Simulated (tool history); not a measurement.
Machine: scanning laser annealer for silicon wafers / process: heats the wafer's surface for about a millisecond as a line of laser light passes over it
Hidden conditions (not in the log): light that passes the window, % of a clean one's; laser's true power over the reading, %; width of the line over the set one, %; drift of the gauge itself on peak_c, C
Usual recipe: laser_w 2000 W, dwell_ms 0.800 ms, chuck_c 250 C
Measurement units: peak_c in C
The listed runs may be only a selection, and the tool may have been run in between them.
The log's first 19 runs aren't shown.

run   hour  laser_w  dwell_ms  chuck_c  hours of work since the window was cleaned  hours of work since the power meter was calibrated  hours of work since the optics were aligned  peak_c
 20  297.6     2000     0.800      250                                          17                                                 249                                         1159    1065
 21  309.2     2000     0.800      250                                          26                                                 257                                         1168    1062
 22  318.5     2000     0.800      250                                          33                                                 264                                         1174    1062
 23  334.2     2000     0.804      224                                          44                                                 275                                         1186    1037
 24  350.9     2000     0.615      261                                          56                                                 287                                         1198     971
 25  365.9     1857     0.627      272                                          67                                                 298                                         1209     929
 26  378.5     1857     0.627      272                                          76                                                 308                                         1218     926
 27  394.2     2000     0.653      278                                          87                                                 319                                         1229    1011
 28  402.1     1784     0.877      267                                          93                                                 325                                         1235    1011
 29  419.3     1784     0.877      267                                         106                                                 337                                         1247    1011
 30  435.4     2000     0.663      250                                         117                                                 349                                         1259     985
 31  448.2     2000     0.663      250                                         127                                                 358                                         1268     983
 32  456.0     2000     0.847      217                                         132                                                 364                                         1274    1044
 33  467.4     2000     0.800      264                                         141                                                 372                                         1282    1069
 34  485.6     2000     0.800      264                                         154                                                 385                                         1296    1068
 35  499.8     2141     0.957      224                                         164                                                 395                                         1306    1173
 36  510.9     1867     0.633      263                                         172                                                 404                                         1314     920
 37  524.7     1867     0.576      265                                         182                                                 414                                         1324     893
 38  539.1     1753     0.613      214                                         193                                                 424                                         1334     818
 39  548.9     2000     0.632      250                                         200                                                 431                                         1341     963
 40  565.7     1928     0.678      250                                         212                                                 443                                         1354     960
 41  578.3     1928     0.678      250                                         221                                                 452                                         1363     954

Each row is a separate what-if for the run after 41, all from the same tool condition, not one after another. Results?
  A  589.5     1807     0.947      250                                         229                                                 460                                         1371       ?
  B  589.5     2154     0.806      239                                         229                                                 460                                         1371       ?
  C  589.5     2118     0.800      250                                         229                                                 460                                         1371       ?

run  peak_c
  A    1023
  B    1114
  C    1108
What these runs would have given with no unlogged condition in the tool:
run  peak_c
  A    1041
  B    1134
  C    1128

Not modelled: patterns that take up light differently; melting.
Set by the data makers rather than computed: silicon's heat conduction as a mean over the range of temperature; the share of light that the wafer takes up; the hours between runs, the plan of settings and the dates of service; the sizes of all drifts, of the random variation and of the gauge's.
